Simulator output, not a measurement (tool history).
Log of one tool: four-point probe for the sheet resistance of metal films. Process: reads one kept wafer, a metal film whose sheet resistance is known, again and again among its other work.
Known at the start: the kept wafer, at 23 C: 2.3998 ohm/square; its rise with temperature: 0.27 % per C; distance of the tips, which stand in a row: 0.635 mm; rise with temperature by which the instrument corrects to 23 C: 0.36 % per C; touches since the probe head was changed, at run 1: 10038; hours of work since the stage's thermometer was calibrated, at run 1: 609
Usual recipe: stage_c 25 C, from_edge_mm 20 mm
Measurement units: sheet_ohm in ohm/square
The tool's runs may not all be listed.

| run | hour | stage_c | from_edge_mm | touches since the probe head was changed | hours of work since the stage's thermometer was calibrated | sheet_ohm |
|---|---|---|---|---|---|---|
| 1 | 0.0 | 25 | 20 | 10038 | 609 | 2.397147 |
| 2 | 8.2 | 25 | 20 | 10205 | 614 | 2.396755 |
| 3 | 19.5 | 25 | 20 | 10435 | 621 | 2.397014 |
| 4 | 27.9 | 25 | 20 | 10605 | 626 | 2.397181 |
| 5 | 42.9 | 25 | 20 | 10911 | 636 | 2.395585 |
| 6 | 59.1 | 26 | 20 | 11239 | 646 | 2.395614 |
| 7 | 66.5 | 25 | 20 | 11392 | 651 | 2.397225 |
| 8 | 76.1 | 25 | 20 | 11585 | 657 | 2.397612 |
| 9 | 86.2 | 25 | 20 | 11792 | 663 | 2.396943 |
| 10 | 98.1 | 25 | 20 | 12033 | 670 | 2.396298 |
| 11 | 110.3 | 25 | 20 | 12282 | 678 | 2.396230 |
| 12 | 120.6 | 25 | 20 | 12491 | 685 | 2.396290 |
| 13 | 132.2 | 25 | 20 | 12727 | 692 | 2.397893 |
| 14 | 139.6 | 25 | 20 | 12876 | 696 | 2.397056 |
| 15 | 150.6 | 25 | 42 | 13102 | 703 | 2.395582 |
| 16 | 162.4 | 25 | 42 | 13340 | 711 | 2.396529 |
| 17 | 169.5 | 25 | 42 | 13486 | 715 | 2.396216 |
| 18 | 176.2 | 25 | 42 | 13622 | 720 | 2.396369 |
| 19 | 184.9 | 25 | 61 | 13798 | 725 | 2.396175 |
| 20 | 195.9 | 25 | 6 | 14022 | 732 | 2.409797 |
| 21 | 207.3 | 25 | 6 | 14253 | 739 | 2.410741 |
| 22 | 218.7 | 25 | 6 | 14486 | 746 | 2.410343 |
| 23 | 229.7 | 20 | 6 | 14709 | 753 | 2.421901 |
| 24 | 242.5 | 20 | 6 | 14969 | 761 | 2.422069 |
| 25 | 253.8 | 25 | 13 | 15200 | 768 | 2.399269 |
| 26 | 263.7 | 25 | 13 | 15401 | 774 | 2.399315 |
| 27 | 273.7 | 19 | 9 | 15605 | 781 | 2.415808 |
| 28 | 286.5 | 19 | 9 | 15865 | 789 | 2.416791 |
| 29 | 300.0 | 25 | 9 | 16140 | 797 | 2.402192 |
| 30 | 308.8 | 25 | 9 | 16319 | 803 | 2.402680 |
| 31 | 322.7 | 25 | 9 | 16601 | 812 | 2.401737 |
| 32 | 329.7 | 25 | 9 | 16743 | 816 | 2.402386 |
| 33 | 340.7 | 29 | 20 | 16968 | 823 | 2.388404 |
| 34 | 354.0 | 25 | 8 | 17238 | 831 | 2.404032 |
| 35 | 370.1 | 25 | 24 | 17564 | 841 | 2.396709 |
| 36 | 381.2 | 25 | 8 | 17792 | 848 | 2.404324 |
| 37 | 392.7 | 22 | 60 | 18024 | 855 | 2.403328 |
| 38 | 402.4 | 22 | 60 | 18221 | 862 | 2.402391 |
| 39 | 415.5 | 25 | 20 | 18487 | 870 | 2.396914 |
| 40 | 424.2 | 25 | 20 | 18664 | 875 | 2.397431 |
| 41 | 439.5 | 25 | 4 | 18975 | 885 | 2.428531 |
| 42 | 454.5 | 26 | 16 | 19282 | 894 | 2.396191 |
| 43 | 468.9 | 26 | 16 | 19574 | 903 | 2.395760 |
| 44 | 482.6 | 26 | 16 | 19852 | 912 | 2.396897 |
| 45 | 496.6 | 26 | 16 | 20137 | 921 | 2.396377 |

4 options for the next run, each taken on its own from the tool as it stands now. Forecast them:
| A | 506.9 | 35 | 46 | 20347 | 927 | ? |
| B | 506.9 | 22 | 20 | 20347 | 927 | ? |
| C | 506.9 | 29 | 32 | 20347 | 927 | ? |
| D | 506.9 | 26 | 35 | 20347 | 927 | ? |

| run | sheet_ohm |
|---|---|
| A | 2.373782 |
| B | 2.404283 |
| C | 2.386918 |
| D | 2.394706 |
Had the tool no hidden state, the same runs would have come out as:
| run | sheet_ohm |
|---|---|
| A | 2.373018 |
| B | 2.403573 |
| C | 2.386178 |
| D | 2.393979 |

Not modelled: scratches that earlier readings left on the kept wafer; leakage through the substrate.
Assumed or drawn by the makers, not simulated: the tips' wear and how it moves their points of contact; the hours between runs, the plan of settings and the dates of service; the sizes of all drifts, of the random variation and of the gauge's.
